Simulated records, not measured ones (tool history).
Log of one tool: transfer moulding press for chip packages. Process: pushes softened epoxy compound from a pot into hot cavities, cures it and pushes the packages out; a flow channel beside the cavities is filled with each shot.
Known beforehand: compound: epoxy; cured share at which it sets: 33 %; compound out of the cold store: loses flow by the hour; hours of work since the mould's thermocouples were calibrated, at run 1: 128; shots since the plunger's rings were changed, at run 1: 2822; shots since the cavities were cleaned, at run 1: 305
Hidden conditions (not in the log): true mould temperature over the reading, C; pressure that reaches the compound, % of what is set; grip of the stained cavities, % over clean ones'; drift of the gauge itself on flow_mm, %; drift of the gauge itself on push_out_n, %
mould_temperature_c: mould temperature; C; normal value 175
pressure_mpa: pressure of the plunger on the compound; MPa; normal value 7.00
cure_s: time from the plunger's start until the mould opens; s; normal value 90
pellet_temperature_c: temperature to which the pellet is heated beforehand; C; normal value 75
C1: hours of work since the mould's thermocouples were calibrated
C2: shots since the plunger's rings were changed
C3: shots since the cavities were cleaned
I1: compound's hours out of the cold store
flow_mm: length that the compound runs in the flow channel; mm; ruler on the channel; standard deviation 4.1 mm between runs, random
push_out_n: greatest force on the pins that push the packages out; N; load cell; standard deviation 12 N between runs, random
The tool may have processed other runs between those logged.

Run 1, hour 0.0: usual settings; C1 128; C2 2822; C3 305; I1 35.1. Result: flow_mm 731 mm, push_out_n 969 N.
Run 2, hour 16.2: usual settings; C1 138; C2 3025; C3 508; I1 45.0. Result: flow_mm 702 mm, push_out_n 1027 N.
Run 3, hour 30.7: usual settings; C1 147; C2 3206; C3 689; I1 24.4. Result: flow_mm 743 mm, push_out_n 1118 N.
Run 4, hour 44.6: usual settings; C1 155; C2 3380; C3 863; I1 34.3. Result: flow_mm 726 mm, push_out_n 1140 N.
Run 5, hour 53.5: usual settings but pellet_temperature_c 78 C; C1 161; C2 3492; C3 975; I1 27.7. Result: flow_mm 736 mm, push_out_n 1100 N.
Run 6, hour 66.3: usual settings but pellet_temperature_c 78 C; C1 169; C2 3652; C3 1135; I1 15.6. Result: flow_mm 760 mm, push_out_n 1177 N.
At hour 72.6: cavities cleaned with cleaning compound and waxed.
Run 7, hour 75.8: usual settings but pellet_temperature_c 78 C; C1 173; C2 3752; C3 40; I1 12.2. Result: flow_mm 770 mm, push_out_n 1486 N.
Run 8, hour 91.5: usual settings but pellet_temperature_c 78 C; C1 183; C2 3949; C3 237; I1 12.5. Result: flow_mm 757 mm, push_out_n 1345 N.
Run 9, hour 99.0: usual settings but pressure_mpa 8.41 MPa; C1 188; C2 4042; C3 330; I1 45.6. Result: flow_mm 755 mm, push_out_n 1266 N.
Run 10, hour 109.3: usual settings but pressure_mpa 8.41 MPa; C1 194; C2 4172; C3 460; I1 42.3. Result: flow_mm 764 mm, push_out_n 1238 N.
Run 11, hour 123.9: usual settings but pressure_mpa 5.99 MPa; C1 203; C2 4355; C3 643; I1 16.6. Result: flow_mm 691 mm, push_out_n 1213 N.
Run 12, hour 131.8: usual settings but pressure_mpa 5.99 MPa; C1 208; C2 4454; C3 742; I1 40.1. Result: flow_mm 647 mm, push_out_n 1189 N.
Run 13, hour 138.6: usual settings but mould_temperature_c 176 C; C1 212; C2 4539; C3 827; I1 46.8. Result: flow_mm 678 mm, push_out_n 1096 N.
Run 14, hour 148.3: usual settings but mould_temperature_c 176 C; C1 218; C2 4661; C3 949; I1 9.6. Result: flow_mm 752 mm, push_out_n 1132 N.
At hour 161.1: cavities cleaned with cleaning compound and waxed, once more.
Run 15, hour 163.3: usual settings; C1 226; C2 4830; C3 28; I1 14.0. Result: flow_mm 748 mm, push_out_n 657 N.
Run 16, hour 174.6: usual settings; C1 233; C2 4971; C3 169; I1 13.8. Result: flow_mm 745 mm, push_out_n 841 N.
Run 17, hour 187.1: usual settings; C1 241; C2 5127; C3 325; I1 38.4. Result: flow_mm 681 mm, push_out_n 948 N.
Run 18, hour 199.6: usual settings but mould_temperature_c 170 C, pressure_mpa 5.42 MPa, cure_s 108 s, pellet_temperature_c 71 C; C1 249; C2 5284; C3 482; I1 37.2. Result: flow_mm 608 mm, push_out_n 993 N.
Run 19, hour 214.4: usual settings but pressure_mpa 8.19 MPa; C1 258; C2 5469; C3 667; I1 40.0. Result: flow_mm 725 mm, push_out_n 1068 N.
At hour 230.7: plunger's sealing rings changed.
Run 20, hour 230.7: usual settings but mould_temperature_c 171 C, pressure_mpa 5.39 MPa, cure_s 121 s, pellet_temperature_c 78 C; C1 266; C2 0; C3 841; I1 46.0. Result: flow_mm 661 mm, push_out_n 923 N.
Run 21, hour 239.6: usual settings but mould_temperature_c 171 C, pressure_mpa 5.39 MPa, cure_s 121 s, pellet_temperature_c 78 C; C1 272; C2 111; C3 952; I1 18.9. Result: flow_mm 720 mm, push_out_n 925 N.
Run 22, hour 251.0: usual settings but mould_temperature_c 182 C, pressure_mpa 5.39 MPa, cure_s 125 s, pellet_temperature_c 78 C; C1 278; C2 253; C3 1094; I1 12.9. Result: flow_mm 720 mm, push_out_n 871 N.
At hour 260.6: cavities cleaned with cleaning compound and waxed.
Run 23, hour 261.9: usual settings but mould_temperature_c 177 C, cure_s 72 s, pellet_temperature_c 68 C; C1 284; C2 371; C3 15; I1 40.5. Result: flow_mm 756 mm, push_out_n 902 N.
Run 24, hour 272.5: usual settings but mould_temperature_c 177 C, pressure_mpa 8.19 MPa, cure_s 125 s, pellet_temperature_c 73 C; C1 291; C2 504; C3 148; I1 39.8. Result: flow_mm 808 mm, push_out_n 606 N.
Run 25, hour 283.2: usual settings but mould_temperature_c 169 C, pressure_mpa 6.48 MPa, cure_s 122 s, pellet_temperature_c 81 C; C1 297; C2 639; C3 283; I1 43.3. Result: flow_mm 728 mm, push_out_n 742 N.
Run 26, hour 298.0: usual settings but pressure_mpa 7.90 MPa; C1 306; C2 824; C3 468; I1 9.3. Result: flow_mm 872 mm, push_out_n 1037 N.
Run 27, hour 313.1: usual settings but mould_temperature_c 174 C, pressure_mpa 8.68 MPa, cure_s 130 s, pellet_temperature_c 67 C; C1 316; C2 1012; C3 656; I1 14.4. Result: flow_mm 898 mm, push_out_n 824 N.
Run 28, hour 325.9: usual settings but mould_temperature_c 174 C, pressure_mpa 8.68 MPa, cure_s 96 s, pellet_temperature_c 67 C; C1 324; C2 1173; C3 817; I1 21.5. Result: flow_mm 875 mm, push_out_n 1054 N.
Run 29, hour 337.4: usual settings but mould_temperature_c 172 C; C1 331; C2 1317; C3 961; I1 45.1. Result: flow_mm 735 mm, push_out_n 1320 N.

Predict each of these 4 candidate next runs independently; none follows another, all start after run 29:
Run A, hour 347.5: usual settings but cure_s 82 s, pellet_temperature_c 81 C; C1 337; C2 1444; C3 1088; I1 44.3. Result: flow_mm ?, push_out_n ?.
Run B, hour 347.5: usual settings but mould_temperature_c 171 C, pellet_temperature_c 68 C; C1 337; C2 1444; C3 1088; I1 34.9. Result: flow_mm ?, push_out_n ?.
Run C, hour 347.5: usual settings but mould_temperature_c 170 C, pressure_mpa 6.41 MPa, pellet_temperature_c 80 C; C1 337; C2 1444; C3 1088; I1 32.5. Result: flow_mm ?, push_out_n ?.
Run D, hour 347.5: usual settings but mould_temperature_c 172 C, cure_s 107 s; C1 337; C2 1444; C3 1088; I1 20.2. Result: flow_mm ?, push_out_n ?.

run  flow_mm  push_out_n
  A      734        1266
  B      760        1412
  C      732        1438
  D      794        1002
What these runs would have given with no unlogged condition in the tool:
run  flow_mm  push_out_n
  A      760         642
  B      787         716
  C      758         729
  D      822         497

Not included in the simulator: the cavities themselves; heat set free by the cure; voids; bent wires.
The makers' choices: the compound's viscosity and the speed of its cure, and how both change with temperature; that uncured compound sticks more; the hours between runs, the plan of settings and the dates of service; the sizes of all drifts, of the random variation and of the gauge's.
